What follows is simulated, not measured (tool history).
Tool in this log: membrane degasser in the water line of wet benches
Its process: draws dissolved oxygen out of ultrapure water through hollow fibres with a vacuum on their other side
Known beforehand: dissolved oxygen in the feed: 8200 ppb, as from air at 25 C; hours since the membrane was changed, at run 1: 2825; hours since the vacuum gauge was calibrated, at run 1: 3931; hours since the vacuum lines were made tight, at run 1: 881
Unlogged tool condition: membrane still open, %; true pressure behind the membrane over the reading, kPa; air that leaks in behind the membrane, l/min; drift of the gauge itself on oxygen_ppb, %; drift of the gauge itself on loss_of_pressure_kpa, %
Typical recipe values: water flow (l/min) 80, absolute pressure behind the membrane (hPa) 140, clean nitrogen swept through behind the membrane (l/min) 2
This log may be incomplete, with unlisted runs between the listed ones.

| run | day | water flow (l/min) | absolute pressure behind the membrane (hPa) | clean nitrogen swept through behind the membrane (l/min) | hours since the membrane was changed | hours since the vacuum gauge was calibrated | hours since the vacuum lines were made tight | dissolved oxygen in the water behind the degasser (ppb) | pressure that the water loses in the fibres (hPa) |
|---|---|---|---|---|---|---|---|---|---|
| 1 | 0 | 80 | 140 | 2 | 2825 | 3931 | 881 | 834.5 | 322.1 |
| 2 | 6.338 | 80 | 140 | 2 | 2978 | 4084 | 1033 | 833 | 323.9 |
| 3 | 13.067 | 80 | 140 | 2 | 3139 | 4245 | 1194 | 827 | 325.5 |
| 4 | 17.496 | 80 | 140 | 2 | 3245 | 4351 | 1301 | 828 | 323 |
| 5 | 24.75 | 80 | 140 | 3.75 | 3419 | 4525 | 1475 | 508 | 321.5 |
| 6 | 32.058 | 80 | 140 | 2 | 3595 | 4701 | 1650 | 831.6 | 325.3 |
| 7 | 36.475 | 80 | 140 | 2 | 3701 | 4807 | 1756 | 840.4 | 328.3 |
| 8 | 42.1 | 80 | 140 | 2 | 3836 | 4942 | 1891 | 830 | 327.4 |
| 9 | 50.308 | 80 | 140 | 2 | 4033 | 5139 | 2088 | 832.7 | 327.6 |
| 10 | 55.958 | 80 | 140 | 2 | 4168 | 5274 | 2224 | 844.2 | 330.9 |
| 11 | 60.338 | 80 | 140 | 2 | 4274 | 5380 | 2329 | 839.2 | 331.6 |
| 12 | 68.942 | 80 | 140 | 2 | 4480 | 5586 | 2535 | 841.7 | 327.3 |
| 13 | 72.867 | 71 | 140 | 2 | 4574 | 5680 | 2630 | 772.5 | 292.3 |
| 14 | 77.742 | 71 | 140 | 2 | 4691 | 5797 | 2747 | 768.4 | 294.8 |
| 15 | 82.883 | 80 | 140 | 2 | 4815 | 5921 | 2870 | 833.4 | 331.4 |
| 16 | 90.95 | 80 | 140 | 2 | 5008 | 6114 | 3064 | 841.1 | 333.4 |
| 17 | 94.754 | 80 | 140 | 2 | 5100 | 6206 | 3155 | 845.6 | 330.5 |
| 18 | 98.958 | 80 | 140 | 2 | 5200 | 6306 | 3256 | 849.2 | 334.3 |
| 19 | 107.046 | 80 | 140 | 2 | 5395 | 6501 | 3450 | 846.6 | 335.8 |
| 20 | 110.546 | 56 | 165 | 1.35 | 5479 | 6585 | 3534 | 1045.3 | 234 |
| 21 | 115.983 | 56 | 165 | 1.35 | 5609 | 6715 | 3664 | 1040.3 | 236.9 |
| 22 | 123.746 | 49 | 144 | 1 | 5795 | 6901 | 3851 | 1015 | 206.7 |
|  | 124.388 | vacuum gauge calibrated |
| 23 | 129.388 | 80 | 272 | 2.44 | 5930 | 120 | 3986 | 1459.7 | 336.3 |
| 24 | 134.85 | 80 | 272 | 2.44 | 6061 | 251 | 4117 | 1459.4 | 334.3 |
| 25 | 138.792 | 58 | 211 | 5.51 | 6156 | 346 | 4211 | 445.7 | 243.5 |
| 26 | 144.879 | 58 | 211 | 5.51 | 6302 | 492 | 4357 | 446.9 | 247.4 |
| 27 | 152.75 | 65 | 145 | 0.84 | 6491 | 681 | 4546 | 1415 | 274.4 |
| 28 | 160.212 | 80 | 243 | 2 | 6670 | 860 | 4725 | 1509.7 | 337.5 |
| 29 | 167.017 | 80 | 243 | 2 | 6833 | 1023 | 4889 | 1513.8 | 341.8 |
| 30 | 170.875 | 96 | 140 | 5.21 | 6926 | 1116 | 4981 | 485.2 | 408.1 |
|  | 174.525 | vacuum gauge calibrated, once more |
| 31 | 175.85 | 96 | 298 | 1.03 | 7045 | 32 | 5100 | 2934.5 | 408.9 |

Predict each of these 4 candidate next runs independently; none follows another, all start after run 31:
| A | 184.212 | 80 | 165 | 2 | 7246 | 232 | 5301 | ? | ? |
| B | 184.212 | 94 | 200 | 0.85 | 7246 | 232 | 5301 | ? | ? |
| C | 184.212 | 68 | 191 | 1.28 | 7246 | 232 | 5301 | ? | ? |
| D | 184.212 | 115 | 203 | 3.88 | 7246 | 232 | 5301 | ? | ? |

| run | dissolved oxygen in the water behind the degasser (ppb) | pressure that the water loses in the fibres (hPa) |
|---|---|---|
| A | 975.8 | 342.8 |
| B | 2260.9 | 401.4 |
| C | 1386 | 290.6 |
| D | 996.4 | 494.2 |
Had the tool no hidden state, the same runs would have come out as:
| run | dissolved oxygen in the water behind the degasser (ppb) | pressure that the water loses in the fibres (hPa) |
|---|---|---|
| A | 971.9 | 310.1 |
| B | 2259.6 | 362.9 |
| C | 1384.2 | 262.8 |
| D | 982.7 | 447 |
